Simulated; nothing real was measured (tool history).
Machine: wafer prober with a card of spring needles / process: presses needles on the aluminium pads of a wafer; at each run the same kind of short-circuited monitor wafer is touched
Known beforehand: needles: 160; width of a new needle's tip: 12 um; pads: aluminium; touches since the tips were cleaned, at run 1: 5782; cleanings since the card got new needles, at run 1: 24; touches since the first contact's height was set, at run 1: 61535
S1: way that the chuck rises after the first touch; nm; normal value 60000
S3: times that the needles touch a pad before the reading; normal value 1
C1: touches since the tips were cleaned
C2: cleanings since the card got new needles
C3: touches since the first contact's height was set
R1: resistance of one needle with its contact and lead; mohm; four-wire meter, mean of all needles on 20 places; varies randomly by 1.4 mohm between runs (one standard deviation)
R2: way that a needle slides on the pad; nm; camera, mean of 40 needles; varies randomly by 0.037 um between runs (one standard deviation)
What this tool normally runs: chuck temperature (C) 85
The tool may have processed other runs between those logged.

{"run": 1, "day": 0.0, "S1": 60000, "chuck temperature (C)": 85, "S3": 1, "C1": 5782, "C2": 24, "C3": 61535, "R1": 140, "R2": 8590}
{"day": 0.721, "done": "tips cleaned on abrasive film"}
{"run": 2, "day": 2.092, "S1": 60000, "chuck temperature (C)": 85, "S3": 1, "C1": 6110, "C2": 25, "C3": 70830, "R1": 142, "R2": 8560}
{"day": 2.667, "done": "tips cleaned on abrasive film"}
{"run": 3, "day": 4.371, "S1": 60000, "chuck temperature (C)": 85, "S3": 1, "C1": 7572, "C2": 26, "C3": 80935, "R1": 143, "R2": 8580}
{"day": 4.742, "done": "tips cleaned on abrasive film"}
{"run": 4, "day": 6.388, "S1": 60000, "chuck temperature (C)": 85, "S3": 1, "C1": 7320, "C2": 27, "C3": 89901, "R1": 143, "R2": 8660}
{"day": 6.717, "done": "tips cleaned on abrasive film"}
{"run": 5, "day": 8.571, "S1": 60000, "chuck temperature (C)": 85, "S3": 1, "C1": 8255, "C2": 28, "C3": 99599, "R1": 142, "R2": 8600}
{"day": 8.817, "done": "tips cleaned on abrasive film"}
{"run": 6, "day": 10.167, "S1": 60000, "chuck temperature (C)": 40, "S3": 1, "C1": 6007, "C2": 29, "C3": 106671, "R1": 137, "R2": 8580}
{"day": 10.908, "done": "tips cleaned on abrasive film"}
{"run": 7, "day": 11.467, "S1": 60000, "chuck temperature (C)": 40, "S3": 1, "C1": 2485, "C2": 30, "C3": 112449, "R1": 127, "R2": 8560}
{"run": 8, "day": 12.612, "S1": 60000, "chuck temperature (C)": 40, "S3": 1, "C1": 7577, "C2": 30, "C3": 117541, "R1": 141, "R2": 8570}
{"day": 13.079, "done": "tips cleaned on abrasive film"}
{"run": 9, "day": 14.412, "S1": 60000, "chuck temperature (C)": 40, "S3": 1, "C1": 5935, "C2": 31, "C3": 125529, "R1": 136, "R2": 8540}
{"day": 15.05, "done": "tips cleaned on abrasive film"}
{"run": 10, "day": 15.533, "S1": 60000, "chuck temperature (C)": 85, "S3": 1, "C1": 2150, "C2": 32, "C3": 130501, "R1": 136, "R2": 8510}
{"day": 17.1, "done": "tips cleaned on abrasive film"}
{"run": 11, "day": 17.362, "S1": 60000, "chuck temperature (C)": 85, "S3": 1, "C1": 1166, "C2": 33, "C3": 138620, "R1": 128, "R2": 8460}
{"day": 19.096, "done": "tips cleaned on abrasive film"}
{"run": 12, "day": 19.379, "S1": 60000, "chuck temperature (C)": 85, "S3": 1, "C1": 1255, "C2": 34, "C3": 147572, "R1": 129, "R2": 8510}
{"run": 13, "day": 20.596, "S1": 60000, "chuck temperature (C)": 86, "S3": 1, "C1": 6664, "C2": 34, "C3": 152981, "R1": 142, "R2": 8510}
{"day": 21.204, "done": "tips cleaned on abrasive film"}
{"run": 14, "day": 23.042, "S1": 60000, "chuck temperature (C)": 85, "S3": 1, "C1": 8165, "C2": 35, "C3": 163841, "R1": 143, "R2": 8470}
{"day": 23.188, "done": "tips cleaned on abrasive film"}
{"day": 25.225, "done": "tips cleaned on abrasive film"}
{"run": 15, "day": 25.454, "S1": 59000, "chuck temperature (C)": 57, "S3": 1, "C1": 1021, "C2": 37, "C3": 174551, "R1": 125, "R2": 8350}
{"day": 27.221, "done": "tips cleaned on abrasive film"}
{"run": 16, "day": 27.6, "S1": 59000, "chuck temperature (C)": 57, "S3": 1, "C1": 1686, "C2": 38, "C3": 184076, "R1": 133, "R2": 8310}
{"day": 27.788, "done": "height of the first contact set anew"}
{"day": 29.246, "done": "tips cleaned on abrasive film"}
{"run": 17, "day": 29.246, "S1": 75000, "chuck temperature (C)": 57, "S3": 1, "C1": 0, "C2": 39, "C3": 6469, "R1": 111, "R2": 10830}
{"run": 18, "day": 30.325, "S1": 68000, "chuck temperature (C)": 34, "S3": 2, "C1": 4802, "C2": 39, "C3": 11271, "R1": 119, "R2": 9810}
{"day": 31.221, "done": "tips cleaned on abrasive film"}
{"run": 19, "day": 32.671, "S1": 68000, "chuck temperature (C)": 41, "S3": 1, "C1": 6450, "C2": 40, "C3": 21693, "R1": 130, "R2": 9830}
{"day": 33.158, "done": "tips cleaned on abrasive film"}
{"day": 35.117, "done": "tips cleaned on abrasive film"}
{"run": 20, "day": 35.117, "S1": 70000, "chuck temperature (C)": 85, "S3": 1, "C1": 0, "C2": 42, "C3": 32537, "R1": 115, "R2": 10130}
{"run": 21, "day": 36.979, "S1": 68000, "chuck temperature (C)": 85, "S3": 1, "C1": 8288, "C2": 42, "C3": 40825, "R1": 136, "R2": 9760}
{"day": 37.183, "done": "tips cleaned on abrasive film"}
{"run": 22, "day": 38.938, "S1": 73000, "chuck temperature (C)": 119, "S3": 2, "C1": 7813, "C2": 43, "C3": 49521, "R1": 129, "R2": 10520}
{"day": 39.233, "done": "tips cleaned on abrasive film"}
{"run": 23, "day": 40.746, "S1": 73000, "chuck temperature (C)": 119, "S3": 2, "C1": 6720, "C2": 44, "C3": 57539, "R1": 129, "R2": 10470}
{"day": 41.204, "done": "tips cleaned on abrasive film"}
{"run": 24, "day": 41.933, "S1": 73000, "chuck temperature (C)": 119, "S3": 2, "C1": 3244, "C2": 45, "C3": 62810, "R1": 127, "R2": 10440}
{"day": 43.312, "done": "tips cleaned on abrasive film"}
{"run": 25, "day": 43.317, "S1": 49000, "chuck temperature (C)": 39, "S3": 1, "C1": 20, "C2": 46, "C3": 68942, "R1": 116, "R2": 6920}
{"run": 26, "day": 44.792, "S1": 60000, "chuck temperature (C)": 55, "S3": 3, "C1": 6587, "C2": 46, "C3": 75509, "R1": 123, "R2": 8560}
{"day": 45.338, "done": "tips cleaned on abrasive film"}
{"run": 27, "day": 47.25, "S1": 76000, "chuck temperature (C)": 98, "S3": 2, "C1": 8506, "C2": 47, "C3": 86427, "R1": 126, "R2": 10920}

For each run, the measured value with the value that run would have given without the tool's hidden condition subtracted. The run-to-run variation is shared by both, the gauge scatter possibly not:
What the log doesn't record here: debris on the tips, nm; way that the needles fall short of the set height, um; tips' diameter, um; drift of the gauge itself on contact_mohm, %; drift of the gauge itself on scrub_um, %.
run=1 R1=+25 R2=-80
run=2 R1=+26 R2=-90
run=3 R1=+27 R2=-110
run=4 R1=+27 R2=-120
run=5 R1=+28 R2=-130
run=6 R1=+29 R2=-150
run=7 R1=+19 R2=-160
run=8 R1=+30 R2=-160
run=9 R1=+28 R2=-170
run=10 R1=+18 R2=-180
run=11 R1=+11 R2=-200
run=12 R1=+13 R2=-210
run=13 R1=+28 R2=-210
run=14 R1=+29 R2=-220
run=15 R1=+11 R2=-250
run=16 R1=+20 R2=-260
run=17 R1=+1 R2=-20
run=18 R1=+13 R2=-10
run=19 R1=+23 R2=-30
run=20 R1=+3 R2=-50
run=21 R1=+23 R2=-60
run=22 R1=+12 R2=-60
run=23 R1=+12 R2=-80
run=24 R1=+10 R2=-100
run=25 R1=+6 R2=-110
run=26 R1=+12 R2=-110
run=27 R1=+12 R2=-120
